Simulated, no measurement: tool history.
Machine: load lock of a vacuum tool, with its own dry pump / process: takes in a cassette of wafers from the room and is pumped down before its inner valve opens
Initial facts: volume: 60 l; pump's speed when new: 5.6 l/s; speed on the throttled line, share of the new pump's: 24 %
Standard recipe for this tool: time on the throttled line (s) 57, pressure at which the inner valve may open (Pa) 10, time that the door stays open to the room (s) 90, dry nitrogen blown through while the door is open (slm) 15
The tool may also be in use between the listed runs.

run     hour  time on the throttled line (s)  pressure at which the inner valve may open (Pa)  time that the door stays open to the room (s)  dry nitrogen blown through while the door is open (slm)  incoming humidity of the room's air, %  time from the closed door until the inner valve may open (s)  rise of the pressure with all valves shut (Pa/min)
  1        0                              57                                               10                                             90                                                       15                                    44.9                                                         157.3                                               0.325
  2    365.2                              57                                               10                                             90                                                       15                                    44.8                                                         156.6                                               0.347
  3    813.4                              57                                               10                                             90                                                       15                                      46                                                         158.5                                               0.377
  4   1434.9                              57                                               19                                             90                                                       15                                    44.3                                                         151.2                                               0.422
  5   1893.6                              57                                               19                                            151                                                       15                                    43.5                                                         152.3                                               0.466
  6   2222.1                              57                                               19                                            151                                                       15                                    45.1                                                         153.7                                               0.479
      2812.5  -- door's seal changed, seat wiped
  7     2882                              57                                                9                                             90                                                       15                                    42.3                                                         164.5                                               0.027
  8     3305                              57                                                9                                             90                                                       15                                    45.7                                                         165.7                                               0.031
  9     3904                              57                                                9                                             90                                                       15                                      46                                                         167.5                                               0.045
 10   4311.6                              57                                                9                                             90                                                       15                                    42.5                                                         168.7                                               0.052
 11   4857.1                              57                                               10                                             90                                                        5                                    47.3                                                         168.7                                               0.089
 12   5532.2                              57                                               10                                             90                                                        5                                    44.9                                                         169.9                                               0.109
 13   6127.1                              62                                               10                                             90                                                        5                                    45.7                                                           175                                               0.132
 14   6586.8                              75                                               10                                             90                                                       30                                    43.1                                                         184.7                                               0.114
      6655.7  -- dry pump taken out, an overhauled one fitted
 15   7118.1                              57                                                9                                             90                                                       15                                    44.3                                                         143.7                                               0.148
 16   7636.1                              57                                               18                                             90                                                        5                                    46.9                                                         137.6                                               0.193
 17   7934.6                              57                                               18                                             43                                                        5                                    44.5                                                         136.3                                                0.19
 18   8437.5                              57                                               18                                             43                                                        5                                    46.6                                                         139.7                                               0.228
 19   9097.9                              57                                               18                                             43                                                        5                                      43                                                         139.6                                               0.258
 20   9538.9                              57                                               18                                             43                                                        5                                    43.9                                                         140.2                                               0.285
 21  10044.9                              87                                               15                                             73                                                        5                                    42.4                                                         164.2                                               0.317
 22  10330.1                              94                                                9                                             79                                                        6                                    47.2                                                         176.5                                               0.346
 23  10939.4                              57                                               10                                             90                                                       20                                    47.2                                                         149.5                                               0.358
 24    11566                              34                                               18                                             90                                                       40                                    44.8                                                         126.3                                               0.415
 25  12022.4                              32                                               14                                             33                                                       12                                    44.5                                                         127.9                                               0.464

Alternative continuations, all from the tool just after run 25; predict every row:
  A  12632.1                              32                                               14                                             87                                                       11                                    48.3                                                             ?                                                   ?
  B  12632.1                              32                                               14                                             57                                                       12                                      42                                                             ?                                                   ?
  C  12632.1                              32                                               14                                            158                                                       12                                    45.8                                                             ?                                                   ?
  D  12632.1                              43                                               14                                             33                                                       21                                    49.7                                                             ?                                                   ?
  E  12632.1                              32                                               14                                             33                                                       40                                    46.8                                                             ?                                                   ?

run  time from the closed door until the inner valve may open (s)  rise of the pressure with all valves shut (Pa/min)
  A                                                         129.1                                                0.52
  B                                                         127.7                                                0.51
  C                                                         128.1                                                0.53
  D                                                         136.6                                               0.495
  E                                                         130.3                                               0.489
With the hidden condition removed and each run's random variation left untouched, the same runs would have given:
run  time from the closed door until the inner valve may open (s)  rise of the pressure with all valves shut (Pa/min)
  A                                                         120.4                                               0.028
  B                                                         119.1                                               0.021
  C                                                         119.4                                               0.036
  D                                                         128.2                                                0.02
  E                                                         121.6                                               0.005
